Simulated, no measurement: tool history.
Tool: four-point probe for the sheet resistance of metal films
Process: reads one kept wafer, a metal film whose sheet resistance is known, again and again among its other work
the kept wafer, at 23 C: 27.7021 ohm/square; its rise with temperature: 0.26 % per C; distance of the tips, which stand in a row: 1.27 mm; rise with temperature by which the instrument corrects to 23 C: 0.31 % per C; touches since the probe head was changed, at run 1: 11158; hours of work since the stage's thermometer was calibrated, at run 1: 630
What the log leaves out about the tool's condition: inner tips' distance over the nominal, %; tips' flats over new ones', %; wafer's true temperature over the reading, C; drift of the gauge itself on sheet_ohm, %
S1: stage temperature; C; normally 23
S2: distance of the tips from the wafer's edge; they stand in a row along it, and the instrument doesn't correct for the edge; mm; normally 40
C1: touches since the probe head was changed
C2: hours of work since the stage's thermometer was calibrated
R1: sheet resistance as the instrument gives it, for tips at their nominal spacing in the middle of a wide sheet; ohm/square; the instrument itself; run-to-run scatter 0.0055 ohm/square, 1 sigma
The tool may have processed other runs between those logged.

run 1 hour=0.0 | S1=23 S2=40 | C1=11158 C2=630 | R1=27.713623
run 2 hour=9.5 | S1=23 S2=40 | C1=11618 C2=636 | R1=27.708787
run 3 hour=19.6 | S1=23 S2=40 | C1=12109 C2=642 | R1=27.723517
run 4 hour=35.2 | S1=23 S2=40 | C1=12867 C2=650 | R1=27.709794
run 5 hour=41.6 | S1=23 S2=40 | C1=13175 C2=654 | R1=27.716354
run 6 hour=48.2 | S1=33 S2=40 | C1=13497 C2=658 | R1=27.568579
run 7 hour=58.8 | S1=33 S2=40 | C1=14014 C2=664 | R1=27.571061
run 8 hour=69.1 | S1=33 S2=40 | C1=14513 C2=670 | R1=27.564792
run 9 hour=78.2 | S1=21 S2=40 | C1=14951 C2=675 | R1=27.745683
run 10 hour=84.8 | S1=35 S2=40 | C1=15274 C2=679 | R1=27.538159
run 11 hour=94.1 | S1=23 S2=40 | C1=15725 C2=684 | R1=27.707482
run 12 hour=108.5 | S1=25 S2=37 | C1=16422 C2=692 | R1=27.692010
run 13 hour=119.2 | S1=21 S2=6 | C1=16942 C2=698 | R1=28.394180
run 14 hour=132.1 | S1=23 S2=8 | C1=17567 C2=705 | R1=28.070648
run 15 hour=141.6 | S1=19 S2=5 | C1=18029 C2=711 | R1=28.706783
run 16 hour=156.1 | S1=19 S2=5 | C1=18734 C2=719 | R1=28.689657
run 17 hour=167.0 | S1=31 S2=4 | C1=19264 C2=725 | R1=28.997328
run 18 hour=174.3 | S1=31 S2=4 | C1=19617 C2=729 | R1=29.003739
run 19 hour=183.7 | S1=22 S2=7 | C1=20071 C2=735 | R1=28.207275
run 20 hour=193.2 | S1=22 S2=7 | C1=20535 C2=740 | R1=28.204099
run 21 hour=203.9 | S1=22 S2=7 | C1=21052 C2=746 | R1=28.189307
run 22 hour=211.9 | S1=22 S2=7 | C1=21441 C2=751 | R1=28.187998

Branching from run 22: 3 alternative next runs. What would each branch give?
run A hour=224.0 | S1=18 S2=40 | C1=22027 C2=758 | R1=?
run B hour=224.0 | S1=32 S2=16 | C1=22027 C2=758 | R1=?
run C hour=224.0 | S1=34 S2=22 | C1=22027 C2=758 | R1=?

run=A R1=27.796445
run=B R1=27.662226
run=C R1=27.589531
Without the tool's unlogged condition, the same runs would have read:
run=A R1=27.795965
run=B R1=27.661753
run=C R1=27.589060
